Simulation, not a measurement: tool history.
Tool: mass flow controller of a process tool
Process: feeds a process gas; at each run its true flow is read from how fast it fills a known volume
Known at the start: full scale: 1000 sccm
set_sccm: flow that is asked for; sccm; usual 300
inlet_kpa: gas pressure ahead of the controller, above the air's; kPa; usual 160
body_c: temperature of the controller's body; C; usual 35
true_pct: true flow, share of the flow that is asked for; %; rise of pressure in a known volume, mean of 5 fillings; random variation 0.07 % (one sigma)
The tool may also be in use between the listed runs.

{"run": 1, "hour": 0.0, "set_sccm": 300, "inlet_kpa": 160, "body_c": 35, "true_pct": 98.11}
{"run": 2, "hour": 113.7, "set_sccm": 300, "inlet_kpa": 160, "body_c": 35, "true_pct": 98.0}
{"run": 3, "hour": 170.7, "set_sccm": 146, "inlet_kpa": 160, "body_c": 35, "true_pct": 97.29}
{"run": 4, "hour": 266.2, "set_sccm": 146, "inlet_kpa": 160, "body_c": 35, "true_pct": 97.18}
{"run": 5, "hour": 373.9, "set_sccm": 146, "inlet_kpa": 160, "body_c": 35, "true_pct": 97.24}
{"run": 6, "hour": 446.9, "set_sccm": 146, "inlet_kpa": 160, "body_c": 35, "true_pct": 97.09}
{"run": 7, "hour": 495.7, "set_sccm": 146, "inlet_kpa": 160, "body_c": 35, "true_pct": 97.09}
{"run": 8, "hour": 547.4, "set_sccm": 146, "inlet_kpa": 160, "body_c": 35, "true_pct": 97.14}
{"run": 9, "hour": 606.7, "set_sccm": 146, "inlet_kpa": 160, "body_c": 35, "true_pct": 97.17}
{"run": 10, "hour": 665.1, "set_sccm": 300, "inlet_kpa": 160, "body_c": 21, "true_pct": 98.32}
{"run": 11, "hour": 779.8, "set_sccm": 300, "inlet_kpa": 160, "body_c": 21, "true_pct": 98.31}
{"run": 12, "hour": 845.3, "set_sccm": 300, "inlet_kpa": 160, "body_c": 21, "true_pct": 98.29}
{"run": 13, "hour": 908.7, "set_sccm": 300, "inlet_kpa": 160, "body_c": 22, "true_pct": 98.19}
{"run": 14, "hour": 963.1, "set_sccm": 300, "inlet_kpa": 160, "body_c": 22, "true_pct": 98.37}
{"run": 15, "hour": 1064.8, "set_sccm": 147, "inlet_kpa": 157, "body_c": 25, "true_pct": 97.33}
{"run": 16, "hour": 1123.9, "set_sccm": 147, "inlet_kpa": 157, "body_c": 25, "true_pct": 97.3}
{"run": 17, "hour": 1231.5, "set_sccm": 147, "inlet_kpa": 157, "body_c": 25, "true_pct": 97.22}
{"run": 18, "hour": 1284.4, "set_sccm": 147, "inlet_kpa": 157, "body_c": 25, "true_pct": 97.26}

Measured less the same run without the tool's hidden state. The same run-to-run variation is in both; the gauge's scatter may not be:
The hidden state here: flow at rest that the sensor doesn't see, % of full scale; true flow over the shown one, %; drift of the gauge itself on true_pct, %.
run=1 true_pct=-1.19
run=2 true_pct=-1.22
run=3 true_pct=-1.94
run=4 true_pct=-1.97
run=5 true_pct=-2.02
run=6 true_pct=-2.05
run=7 true_pct=-2.07
run=8 true_pct=-2.09
run=9 true_pct=-2.12
run=10 true_pct=-1.35
run=11 true_pct=-1.38
run=12 true_pct=-1.39
run=13 true_pct=-1.41
run=14 true_pct=-1.42
run=15 true_pct=-2.28
run=16 true_pct=-2.30
run=17 true_pct=-2.34
run=18 true_pct=-2.37
